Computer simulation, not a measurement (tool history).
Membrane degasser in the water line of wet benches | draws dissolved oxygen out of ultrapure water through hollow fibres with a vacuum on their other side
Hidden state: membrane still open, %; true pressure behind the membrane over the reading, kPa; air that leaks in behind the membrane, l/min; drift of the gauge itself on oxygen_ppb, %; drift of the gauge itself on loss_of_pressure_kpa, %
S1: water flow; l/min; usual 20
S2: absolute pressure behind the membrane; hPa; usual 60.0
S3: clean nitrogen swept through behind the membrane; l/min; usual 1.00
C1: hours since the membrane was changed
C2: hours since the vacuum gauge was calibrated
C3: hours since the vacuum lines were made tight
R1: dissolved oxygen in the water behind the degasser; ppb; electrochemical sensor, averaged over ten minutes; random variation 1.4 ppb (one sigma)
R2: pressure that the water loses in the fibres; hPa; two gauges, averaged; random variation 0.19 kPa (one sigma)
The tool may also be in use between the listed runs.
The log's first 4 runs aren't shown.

{"run": 5, "day": 6.25, "S1": 17, "S2": 126.9, "S3": 1.0, "C1": 1196, "C2": 853, "C3": 1269, "R1": 360.5, "R2": 320.2}
{"run": 6, "day": 8.129, "S1": 17, "S2": 126.9, "S3": 0.73, "C1": 1241, "C2": 899, "C3": 1314, "R1": 467.2, "R2": 325.0}
{"run": 7, "day": 9.325, "S1": 20, "S2": 60.0, "S3": 1.0, "C1": 1270, "C2": 927, "C3": 1343, "R1": 136.4, "R2": 376.8}
{"run": 8, "day": 10.246, "S1": 20, "S2": 60.0, "S3": 1.0, "C1": 1292, "C2": 949, "C3": 1365, "R1": 138.1, "R2": 375.9}
{"run": 9, "day": 11.942, "S1": 20, "S2": 60.0, "S3": 1.0, "C1": 1333, "C2": 990, "C3": 1405, "R1": 136.6, "R2": 375.8}
{"run": 10, "day": 13.912, "S1": 20, "S2": 60.0, "S3": 2.91, "C1": 1380, "C2": 1037, "C3": 1453, "R1": 57.0, "R2": 379.2}
{"run": 11, "day": 14.929, "S1": 20, "S2": 60.0, "S3": 1.0, "C1": 1405, "C2": 1062, "C3": 1477, "R1": 136.2, "R2": 376.8}
{"run": 12, "day": 15.979, "S1": 20, "S2": 60.0, "S3": 1.0, "C1": 1430, "C2": 1087, "C3": 1502, "R1": 135.7, "R2": 379.4}
{"run": 13, "day": 17.35, "S1": 20, "S2": 60.0, "S3": 1.0, "C1": 1463, "C2": 1120, "C3": 1535, "R1": 138.4, "R2": 379.0}
{"run": 14, "day": 19.567, "S1": 20, "S2": 125.1, "S3": 1.0, "C1": 1516, "C2": 1173, "C3": 1588, "R1": 413.1, "R2": 379.9}
{"run": 15, "day": 21.558, "S1": 20, "S2": 125.1, "S3": 1.0, "C1": 1564, "C2": 1221, "C3": 1636, "R1": 414.2, "R2": 377.3}
{"run": 16, "day": 23.421, "S1": 26, "S2": 60.0, "S3": 1.0, "C1": 1608, "C2": 1266, "C3": 1681, "R1": 178.2, "R2": 494.5}
{"run": 17, "day": 25.583, "S1": 28, "S2": 75.2, "S3": 1.72, "C1": 1660, "C2": 1317, "C3": 1733, "R1": 184.8, "R2": 528.1}
{"day": 25.729, "done": "vacuum gauge calibrated"}
{"run": 18, "day": 27.546, "S1": 18, "S2": 144.3, "S3": 0.55, "C1": 1707, "C2": 44, "C3": 1779, "R1": 728.0, "R2": 342.5}
{"run": 19, "day": 29.246, "S1": 16, "S2": 60.0, "S3": 0.5, "C1": 1748, "C2": 84, "C3": 1820, "R1": 199.1, "R2": 301.6}
{"run": 20, "day": 31.158, "S1": 28, "S2": 140.7, "S3": 1.83, "C1": 1794, "C2": 130, "C3": 1866, "R1": 392.3, "R2": 526.2}
{"run": 21, "day": 32.925, "S1": 28, "S2": 140.7, "S3": 1.83, "C1": 1836, "C2": 173, "C3": 1909, "R1": 390.8, "R2": 529.7}
{"day": 33.542, "done": "vacuum gauge calibrated, once more"}
{"run": 22, "day": 34.042, "S1": 28, "S2": 140.7, "S3": 1.83, "C1": 1862, "C2": 12, "C3": 1935, "R1": 395.1, "R2": 530.5}
{"run": 23, "day": 36.246, "S1": 28, "S2": 126.2, "S3": 0.6, "C1": 1915, "C2": 65, "C3": 1988, "R1": 805.6, "R2": 528.7}
{"run": 24, "day": 38.221, "S1": 20, "S2": 38.7, "S3": 0.82, "C1": 1963, "C2": 112, "C3": 2035, "R1": 47.1, "R2": 380.4}
{"run": 25, "day": 39.592, "S1": 16, "S2": 44.7, "S3": 2.71, "C1": 1996, "C2": 145, "C3": 2068, "R1": 24.4, "R2": 302.6}
{"run": 26, "day": 40.508, "S1": 19, "S2": 78.0, "S3": 0.97, "C1": 2018, "C2": 167, "C3": 2090, "R1": 206.5, "R2": 358.1}
{"run": 27, "day": 41.621, "S1": 29, "S2": 60.0, "S3": 0.71, "C1": 2044, "C2": 194, "C3": 2117, "R1": 250.7, "R2": 545.7}
{"run": 28, "day": 43.867, "S1": 29, "S2": 60.0, "S3": 0.71, "C1": 2098, "C2": 248, "C3": 2171, "R1": 253.0, "R2": 552.5}
{"run": 29, "day": 45.154, "S1": 20, "S2": 60.0, "S3": 1.84, "C1": 2129, "C2": 279, "C3": 2202, "R1": 83.7, "R2": 381.5}

Run 30 comes next. What will it give?
{"run": 30, "day": 46.462, "S1": 20, "S2": 60.0, "S3": 1.84, "C1": 2160, "C2": 310, "C3": 2233, "R1": "?", "R2": "?"}

Run 30 gave R1 82.6 ppb, R2 382.6 hPa.
Without the tool's hidden state the same run would have given R1 80.5 ppb, R2 377.3 hPa.
